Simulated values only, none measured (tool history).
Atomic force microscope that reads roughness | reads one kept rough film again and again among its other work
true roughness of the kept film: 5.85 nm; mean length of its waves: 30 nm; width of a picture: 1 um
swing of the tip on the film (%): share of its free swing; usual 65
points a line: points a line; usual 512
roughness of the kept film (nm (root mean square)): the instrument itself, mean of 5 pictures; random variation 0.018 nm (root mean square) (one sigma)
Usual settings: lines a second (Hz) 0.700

run   hour  lines a second (Hz)  swing of the tip on the film (%)  points a line  roughness of the kept film (nm (root mean square))
  1    0.0                0.700                                65            512                                               3.064
  2   12.5                0.700                                65            512                                               2.944
  3   28.8                0.700                                65            512                                               2.853
  4   42.0                0.700                                65            512                                               2.773
      52.1  -- new tip fitted
  5   53.9                0.700                                65            512                                               4.458
  6   67.8                0.700                                65            512                                               4.229
  7   86.5                0.700                                65            512                                               3.972
  8   95.8                0.700                                69            512                                               3.856
  9  105.4                0.700                                69            512                                               3.761
 10  115.9                0.700                                69            512                                               3.610
 11  126.2                0.700                                69            512                                               3.485
     128.0  -- height scale calibrated on a step standard
 12  136.7                0.700                                69            512                                               3.421
 13  149.4                0.700                                69            512                                               3.280
 14  163.5                0.700                                87            512                                               2.991
     169.7  -- height scale calibrated on a step standard, once more
 15  178.6                0.700                                65            512                                               3.057
 16  186.7                0.700                                65            512                                               2.978
 17  203.1                0.700                                65            512                                               2.862
 18  220.5                0.700                                65            512                                               2.759
 19  230.7                0.700                                65            512                                               2.682
     242.2  -- new tip fitted
 20  249.3                0.700                                65            512                                               4.296
 21  262.8                1.581                                59            639                                               4.076
 22  280.3                1.581                                65            639                                               3.770
 23  293.7                2.716                                65            512                                               3.466
 24  309.1                1.218                                57            549                                               3.564
 25  325.6                1.218                                57            549                                               3.401
 26  335.0                1.281                                69            877                                               3.227
 27  350.7                0.698                                80            416                                               3.037
 28  368.3                0.698                                80            416                                               2.920
 29  382.4                3.992                                65            323                                               2.586
 30  393.4                0.700                                88            512                                               2.693
 31  410.6                1.169                                88            529                                               2.433
 32  428.0                1.169                                88            529                                               2.342
     431.0  -- new tip fitted
 33  443.4                0.517                                60            512                                               4.337
 34  459.4                0.631                                72            531                                               4.005
 35  475.0                0.517                                81            951                                               3.749
 36  486.2                0.522                                63            951                                               3.760
 37  501.0                0.522                                63            951                                               3.573
 38  518.5                0.964                                78            951                                               3.192
 39  536.0                0.700                                63            832                                               3.223

4 ways to go on from here, each from the tool as it stands after run 39. What would each give?
  A  546.9                0.700                                76            698                                                   ?
  B  546.9                0.700                                68            713                                                   ?
  C  546.9                0.700                                71            395                                                   ?
  D  546.9                0.700                                63            611                                                   ?

run  roughness of the kept film (nm (root mean square))
  A                                               3.069
  B                                               3.110
  C                                               3.088
  D                                               3.162
Without the tool's hidden state the same runs would have given:
run  roughness of the kept film (nm (root mean square))
  A                                               4.416
  B                                               4.476
  C                                               4.443
  D                                               4.549

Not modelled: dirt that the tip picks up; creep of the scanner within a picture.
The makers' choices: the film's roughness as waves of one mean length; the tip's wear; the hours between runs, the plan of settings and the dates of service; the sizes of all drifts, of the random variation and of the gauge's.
